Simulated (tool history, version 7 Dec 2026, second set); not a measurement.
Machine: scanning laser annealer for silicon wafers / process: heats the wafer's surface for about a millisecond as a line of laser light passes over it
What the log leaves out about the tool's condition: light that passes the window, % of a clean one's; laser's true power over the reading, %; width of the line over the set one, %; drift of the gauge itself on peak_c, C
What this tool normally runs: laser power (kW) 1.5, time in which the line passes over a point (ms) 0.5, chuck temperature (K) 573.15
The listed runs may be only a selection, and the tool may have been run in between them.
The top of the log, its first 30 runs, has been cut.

run	hour	laser power (kW)	time in which the line passes over a point (ms)	chuck temperature (K)	hours of work since the window was cleaned	hours of work since the power meter was calibrated	hours of work since the optics were aligned	highest temperature of the surface (K)
31	208.7	1.476	0.398	580.15	56	473	257	1203.15
32	215.2	1.476	0.398	580.15	61	478	262	1197.15
33	220.3	1.344	0.526	537.15	65	482	266	1184.15
34	227.9	1.531	0.504	533.15	71	488	272	1277.15
35	232.9	1.531	0.417	542.15	75	492	275	1209.15
36	240.4	1.5	0.385	556.15	80	497	281	1174.15
37	246.1	1.339	0.358	573.15	85	502	285	1084.15
38	256.1	1.627	0.496	580.15	92	509	293	1377.15
39	263.2	1.592	0.516	572.15	98	515	298	1363.15
40	269.4	1.592	0.516	572.15	102	519	303	1362.15
41	274	1.592	0.454	607.15	106	523	306	1338.15

Alternative continuations, all from the tool just after run 41; predict every row:
A	279.1	1.5	0.403	542.15	110	527	310	?
B	279.1	1.332	0.5	565.15	110	527	310	?
C	279.1	1.341	0.428	607.15	110	527	310	?

run	highest temperature of the surface (K)
A	1176.15
B	1177.15
C	1169.15
What these runs would have given with no unlogged condition in the tool:
run	highest temperature of the surface (K)
A	1191.15
B	1192.15
C	1183.15
